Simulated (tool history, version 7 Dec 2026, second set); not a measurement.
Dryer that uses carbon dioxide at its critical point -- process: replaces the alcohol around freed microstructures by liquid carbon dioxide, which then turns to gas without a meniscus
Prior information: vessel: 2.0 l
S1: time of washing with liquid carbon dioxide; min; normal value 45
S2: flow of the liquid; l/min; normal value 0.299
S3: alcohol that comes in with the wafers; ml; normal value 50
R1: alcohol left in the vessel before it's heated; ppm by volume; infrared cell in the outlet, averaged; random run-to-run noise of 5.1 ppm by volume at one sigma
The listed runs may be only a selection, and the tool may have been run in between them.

Run 1, hour 0: usual settings. Result: R1 58 ppm by volume.
Run 2, hour 8.5: usual settings. Result: R1 66 ppm by volume.
Run 3, hour 13.5: usual settings. Result: R1 75 ppm by volume.
Run 4, hour 22.6: usual settings. Result: R1 73 ppm by volume.
Run 5, hour 30: usual settings. Result: R1 63 ppm by volume.
Run 6, hour 34.4: usual settings. Result: R1 65 ppm by volume.
Run 7, hour 43.4: usual settings but S3 76 ml. Result: R1 90 ppm by volume.
Run 8, hour 49: usual settings but S2 0.259 l/min. Result: R1 146 ppm by volume.
Run 9, hour 57.4: usual settings but S1 28 min. Result: R1 536 ppm by volume.
Run 10, hour 62.9: usual settings but S2 0.326 l/min, S3 27 ml. Result: R1 23 ppm by volume.
Run 11, hour 70.8: usual settings but S2 0.326 l/min, S3 27 ml. Result: R1 22 ppm by volume.
Run 12, hour 77.5: usual settings but S1 40 min, S3 34 ml. Result: R1 86 ppm by volume.
Run 13, hour 82.9: usual settings but S1 47 min. Result: R1 53 ppm by volume.
Run 14, hour 87.8: usual settings but S1 49 min, S2 0.242 l/min, S3 30 ml. Result: R1 81 ppm by volume.
Run 15, hour 92.9: usual settings but S1 63 min, S2 0.187 l/min, S3 32 ml. Result: R1 105 ppm by volume.

Predict each of these 3 candidate next runs independently; none follows another, all start after run 15:
Run A, hour 98.6: usual settings but S1 63 min, S2 0.259 l/min, S3 32 ml. Result: R1 ?.
Run B, hour 98.6: usual settings but S1 48 min, S2 0.187 l/min, S3 96 ml. Result: R1 ?.
Run C, hour 98.6: usual settings but S1 43 min, S2 0.403 l/min, S3 42 ml. Result: R1 ?.

run   R1
  A   24
  B  962
  C   28
Stripped of hidden state, with their random variation kept, the same runs would have yielded:
run   R1
  A   11
  B  826
  C   15

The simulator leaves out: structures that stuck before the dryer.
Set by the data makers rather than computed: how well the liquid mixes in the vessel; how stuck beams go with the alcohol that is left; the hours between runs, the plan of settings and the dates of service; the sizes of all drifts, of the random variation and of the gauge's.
